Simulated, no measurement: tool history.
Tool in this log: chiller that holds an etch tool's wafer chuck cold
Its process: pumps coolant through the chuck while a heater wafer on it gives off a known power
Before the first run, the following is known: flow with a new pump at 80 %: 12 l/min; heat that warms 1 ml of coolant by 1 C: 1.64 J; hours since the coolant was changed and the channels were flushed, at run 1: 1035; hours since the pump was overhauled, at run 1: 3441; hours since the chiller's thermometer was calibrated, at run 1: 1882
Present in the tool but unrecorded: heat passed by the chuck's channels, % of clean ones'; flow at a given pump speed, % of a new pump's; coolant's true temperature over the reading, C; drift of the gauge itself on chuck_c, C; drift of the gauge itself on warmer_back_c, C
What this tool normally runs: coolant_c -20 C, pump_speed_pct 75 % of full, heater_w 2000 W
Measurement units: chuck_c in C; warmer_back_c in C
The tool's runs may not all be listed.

| run | hour | coolant_c | pump_speed_pct | heater_w | hours since the coolant was changed and the channels were flushed | hours since the pump was overhauled | hours since the chiller's thermometer was calibrated | chuck_c | warmer_back_c |
|---|---|---|---|---|---|---|---|---|---|
| 1 | 0 | -20 | 75 | 2000 | 1035 | 3441 | 1882 | -6 | 6.68 |
| 2 | 201.6 | -20 | 75 | 2667 | 1236 | 3642 | 2084 | -1 | 9 |
| 3 | 387.5 | -18 | 75 | 2667 | 1422 | 3828 | 2270 | 1 | 8.92 |
| 4 | 597.1 | -18 | 75 | 2667 | 1632 | 4038 | 2479 | 1.1 | 9.06 |
| 5 | 755.3 | -20 | 75 | 2000 | 1790 | 4196 | 2637 | -5.7 | 6.73 |
| 6 | 851.7 | -22 | 65 | 2954 | 1886 | 4292 | 2734 | 2.3 | 11.72 |
| 7 | 1026.9 | -22 | 65 | 2954 | 2062 | 4468 | 2909 | 2.4 | 11.71 |
| 8 | 1162.2 | -30 | 79 | 1810 | 2197 | 4603 | 3044 | -17.6 | 5.82 |
| 9 | 1374.4 | -30 | 79 | 1049 | 2409 | 4815 | 3256 | -22.8 | 3.42 |
|  | 1413.3 | chiller's thermometer calibrated |
| 10 | 1468 | -24 | 80 | 2105 | 2502 | 4908 | 55 | -9.6 | 6.72 |

Each row is a separate what-if for the run after 10, all from the same tool condition, not one after another. Results?
| A | 1615.6 | -25 | 99 | 2105 | 2649 | 5055 | 202 | ? | ? |
| B | 1615.6 | -20 | 88 | 2000 | 2649 | 5055 | 202 | ? | ? |
| C | 1615.6 | -20 | 75 | 2000 | 2649 | 5055 | 202 | ? | ? |
| D | 1615.6 | -20 | 98 | 1212 | 2649 | 5055 | 202 | ? | ? |

| run | chuck_c | warmer_back_c |
|---|---|---|
| A | -13.2 | 5.32 |
| B | -7.5 | 5.78 |
| C | -5.4 | 6.86 |
| D | -13.2 | 3.01 |
Had the tool no hidden state, the same runs would have come out as:
| run | chuck_c | warmer_back_c |
|---|---|---|
| A | -14.1 | 5.07 |
| B | -8.4 | 5.51 |
| C | -6.4 | 6.54 |
| D | -13.8 | 2.86 |

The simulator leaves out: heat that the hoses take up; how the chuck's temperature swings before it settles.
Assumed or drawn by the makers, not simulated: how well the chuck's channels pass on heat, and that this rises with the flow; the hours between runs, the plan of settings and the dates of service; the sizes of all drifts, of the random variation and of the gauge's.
